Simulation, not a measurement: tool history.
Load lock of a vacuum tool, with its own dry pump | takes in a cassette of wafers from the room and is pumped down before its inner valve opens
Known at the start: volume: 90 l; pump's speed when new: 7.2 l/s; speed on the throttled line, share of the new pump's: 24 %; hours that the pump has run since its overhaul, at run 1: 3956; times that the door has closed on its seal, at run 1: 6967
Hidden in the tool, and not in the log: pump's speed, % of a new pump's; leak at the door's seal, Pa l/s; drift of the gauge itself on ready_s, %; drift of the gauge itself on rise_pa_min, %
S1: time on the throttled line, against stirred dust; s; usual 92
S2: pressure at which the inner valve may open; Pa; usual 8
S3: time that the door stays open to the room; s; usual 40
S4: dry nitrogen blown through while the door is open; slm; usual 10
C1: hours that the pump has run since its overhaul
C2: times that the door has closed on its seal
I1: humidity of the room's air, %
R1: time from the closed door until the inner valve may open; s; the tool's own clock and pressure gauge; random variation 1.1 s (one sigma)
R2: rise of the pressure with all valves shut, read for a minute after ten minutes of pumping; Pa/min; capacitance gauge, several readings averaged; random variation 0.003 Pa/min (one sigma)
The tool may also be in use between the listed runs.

run      day   S1  S2   S3  S4     C1     C2    I1     R1     R2
  1    0.000   92   8   40  10   3956   6967  45.7  190.9  0.045
  2    7.400   92  13   40  10   4133   7496  51.3  184.1  0.050
  3   13.446   92   7   40  10   4279   7928  45.9  193.0  0.047
  4   23.046   92  12   40  10   4509   8615  46.2  185.9  0.054
  5   30.788   92  12   40  10   4695   9169  44.6  186.1  0.052
  6   36.521   92   8   40  10   4832   9579  47.5  193.1  0.055
  7   42.854   92   8   30  10   4984  10032  44.1  193.8  0.057
  8   53.708   92   8  166  10   5245  10808  46.8  193.4  0.088
  9   60.033   92   8  166  10   5397  11261  45.6  193.1  0.092
 10   68.196   92   8  166  10   5593  11845  45.8  193.8  0.097
 11   76.779   92   8  111  10   5798  12458  48.2  191.1  0.088
 12   84.692   92   8   40  10   5988  13025  46.8  193.0  0.076
 13   96.021   92   8   40  10   6260  13835  42.1  191.9  0.079
 14  105.008   92   8   40   7   6476  14478  42.7  191.8  0.085
 15  112.779   92   8   40   7   6662  15033  45.3  192.6  0.092
 16  125.317   92   8   40   7   6963  15930  44.2  191.7  0.096
 17  133.429   92   8   40   7   7158  16511  45.3  193.6  0.101
 18  146.062   92   8   40   7   7461  17414  45.3  196.8  0.107
 19  152.625   92   7   49  14   7619  17884  43.6  196.0  0.107
 20  163.967  140   7   49   5   7891  18695  44.0  230.9  0.117
 21  170.583  140   7   49   5   8050  19168  48.6  235.1  0.130
 22  176.012  140   7   49   5   8180  19557  44.1  230.8  0.130
 23  183.496   92  11   53  36   8360  20092  48.3  189.0  0.124
 24  192.804   72   8  165  10   8583  20758  46.2  178.3  0.158
 25  201.529   92  13   87  11   8792  21382  46.4  185.6  0.148
 26  208.433   92  13   87  11   8958  21876  45.9  188.1  0.160
 27  214.112   74   8   97   5   9094  22282  47.8  182.3  0.166
 28  226.533  116   8   61  38   9393  23170  45.4  211.5  0.147
 29  231.938  116   8  224  38   9522  23557  43.5  215.5  0.168
 30  241.646   92   6   40  26   9755  24251  43.8  198.2  0.163
 31  251.250   92   8   40   9   9986  24938  44.1  195.6  0.169
 32  256.938  149   8   40  11  10122  25345  45.0  238.3  0.178
 33  268.625  149   8   40  11  10403  26181  44.4  237.6  0.182
 34  277.425  149   8   40  11  10614  26811  42.8  240.5  0.196
 35  284.221   71   7   63  34  10777  27297  45.0  183.2  0.193
 36  293.796   71  11   49  34  11007  27981  45.1  176.8  0.196

Forecast each of these 4 alternatives for the next run:
  A  302.375  68   7  85  34  11213  28595  44.6   ?   ?
  B  302.375  99  11  49  10  11213  28595  44.8   ?   ?
  C  302.375  92   7  40  10  11213  28595  47.1   ?   ?
  D  302.375  50   7  40  10  11213  28595  47.3   ?   ?

run     R1     R2
  A  181.9  0.207
  B  197.1  0.219
  C  198.8  0.207
  D  167.0  0.211
Without the tool's hidden state the same runs would have given:
run     R1     R2
  A  173.5  0.016
  B  190.0  0.027
  C  191.2  0.019
  D  158.7  0.021
